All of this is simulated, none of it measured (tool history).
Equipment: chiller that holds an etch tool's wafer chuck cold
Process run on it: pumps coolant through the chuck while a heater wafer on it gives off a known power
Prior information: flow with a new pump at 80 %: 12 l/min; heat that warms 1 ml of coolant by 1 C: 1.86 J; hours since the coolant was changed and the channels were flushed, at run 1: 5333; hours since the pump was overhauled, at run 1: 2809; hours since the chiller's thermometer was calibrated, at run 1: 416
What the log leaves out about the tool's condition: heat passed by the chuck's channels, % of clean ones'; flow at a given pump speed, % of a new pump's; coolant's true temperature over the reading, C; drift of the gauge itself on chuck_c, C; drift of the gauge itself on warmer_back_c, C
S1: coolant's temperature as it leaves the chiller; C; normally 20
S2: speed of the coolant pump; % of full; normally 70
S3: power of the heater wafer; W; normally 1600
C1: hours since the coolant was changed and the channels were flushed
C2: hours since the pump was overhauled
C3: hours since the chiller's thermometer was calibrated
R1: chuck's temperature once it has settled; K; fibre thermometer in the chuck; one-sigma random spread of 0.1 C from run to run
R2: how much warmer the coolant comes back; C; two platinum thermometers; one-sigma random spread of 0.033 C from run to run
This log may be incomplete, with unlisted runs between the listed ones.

Run 1, hour 0: usual settings; C1 5333; C2 2809; C3 416. Result: R1 310.95 K, R2 5.05 C.
Run 2, hour 43.1: usual settings; C1 5376; C2 2852; C3 459. Result: R1 311.15 K, R2 5.04 C.
Run 3, hour 118.2: usual settings; C1 5451; C2 2927; C3 534. Result: R1 311.25 K, R2 5.04 C.
Run 4, hour 198.6: usual settings but S2 78 % of full; C1 5532; C2 3007; C3 615. Result: R1 309.95 K, R2 4.48 C.
Run 5, hour 281.5: usual settings but S2 78 % of full; C1 5615; C2 3090; C3 698. Result: R1 310.05 K, R2 4.61 C.
Run 6, hour 318.1: usual settings; C1 5651; C2 3127; C3 734. Result: R1 311.15 K, R2 5.06 C.
Run 7, hour 362: usual settings; C1 5695; C2 3171; C3 778. Result: R1 311.15 K, R2 5.12 C.
Run 8, hour 405.9: usual settings; C1 5739; C2 3215; C3 822. Result: R1 311.45 K, R2 5.05 C.
Run 9, hour 464.1: usual settings; C1 5797; C2 3273; C3 880. Result: R1 311.45 K, R2 5.08 C.
Run 10, hour 526.8: usual settings; C1 5860; C2 3336; C3 943. Result: R1 311.25 K, R2 5.11 C.
Run 11, hour 596.3: usual settings; C1 5929; C2 3405; C3 1013. Result: R1 311.35 K, R2 5.11 C.
Run 12, hour 678.7: usual settings but S1 25 C; C1 6012; C2 3488; C3 1095. Result: R1 316.35 K, R2 5.08 C.
Run 13, hour 723.6: usual settings but S1 25 C; C1 6057; C2 3532; C3 1140. Result: R1 316.55 K, R2 5.1 C.
Run 14, hour 775.6: usual settings; C1 6109; C2 3584; C3 1192. Result: R1 311.35 K, R2 5.08 C.
Run 15, hour 834.7: usual settings; C1 6168; C2 3644; C3 1251. Result: R1 311.55 K, R2 5.07 C.
Run 16, hour 919: usual settings; C1 6252; C2 3728; C3 1335. Result: R1 311.65 K, R2 5.18 C.
Run 17, hour 975.2: usual settings; C1 6308; C2 3784; C3 1392. Result: R1 311.75 K, R2 5.05 C.
Run 18, hour 1017.1: usual settings; C1 6350; C2 3826; C3 1433. Result: R1 311.75 K, R2 5.13 C.
Run 19, hour 1073.8: usual settings; C1 6407; C2 3883; C3 1490. Result: R1 311.45 K, R2 5.11 C.
Run 20, hour 1115.2: usual settings but S1 21 C, S2 75 % of full, S3 2321 W; C1 6448; C2 3924; C3 1531. Result: R1 319.75 K, R2 7 C.
Run 21, hour 1171: usual settings but S1 21 C, S2 75 % of full, S3 2321 W; C1 6504; C2 3980; C3 1587. Result: R1 319.95 K, R2 7.03 C.
Run 22, hour 1229.7: usual settings but S1 19 C, S2 74 % of full, S3 2321 W; C1 6563; C2 4038; C3 1646. Result: R1 318.05 K, R2 7.06 C.
Run 23, hour 1282.9: usual settings but S1 13 C; C1 6616; C2 4092; C3 1699. Result: R1 304.75 K, R2 5.18 C.
Run 24, hour 1339.6: usual settings but S1 24 C; C1 6673; C2 4148; C3 1756. Result: R1 315.75 K, R2 5.17 C.
Run 25, hour 1418.6: usual settings but S1 24 C; C1 6752; C2 4227; C3 1835. Result: R1 315.95 K, R2 5.19 C.
Run 26, hour 1456.4: usual settings but S1 13 C, S2 88 % of full, S3 1155 W; C1 6789; C2 4265; C3 1873. Result: R1 297.85 K, R2 2.98 C.
Run 27, hour 1503.6: usual settings but S1 24 C, S2 87 % of full, S3 1155 W; C1 6837; C2 4312; C3 1920. Result: R1 309.05 K, R2 2.98 C.
Run 28, hour 1558.7: usual settings but S1 18 C, S2 87 % of full, S3 1155 W; C1 6892; C2 4367; C3 1975. Result: R1 302.95 K, R2 3 C.
At hour 1611.6: chiller's thermometer calibrated.
Run 29, hour 1623.9: usual settings but S1 14 C, S2 68 % of full; C1 6956; C2 4432; C3 12. Result: R1 306.25 K, R2 5.3 C.
Run 30, hour 1677.1: usual settings but S1 14 C, S2 68 % of full; C1 7009; C2 4485; C3 65. Result: R1 306.05 K, R2 5.31 C.
Run 31, hour 1751.3: usual settings but S1 14 C, S2 63 % of full; C1 7083; C2 4559; C3 140. Result: R1 307.35 K, R2 5.73 C.

4 options for the next run, each taken on its own from the tool as it stands now. Forecast them:
Run A, hour 1811.8: usual settings but S1 24 C, S3 2281 W; C1 7144; C2 4620; C3 200. Result: R1 ?, R2 ?.
Run B, hour 1811.8: usual settings but S1 28 C, S2 85 % of full; C1 7144; C2 4620; C3 200. Result: R1 ?, R2 ?.
Run C, hour 1811.8: usual settings but S1 12 C, S2 62 % of full; C1 7144; C2 4620; C3 200. Result: R1 ?, R2 ?.
Run D, hour 1811.8: usual settings but S1 14 C, S2 66 % of full; C1 7144; C2 4620; C3 200. Result: R1 ?, R2 ?.

run      R1    R2
  A  323.95  7.39
  B  317.75  4.31
  C  305.55  5.82
  D  306.75   5.5
Stripped of hidden state, with their random variation kept, the same runs would have yielded:
run      R1    R2
  A  319.55  6.96
  B  315.05  4.06
  C  302.25  5.49
  D  303.55  5.19
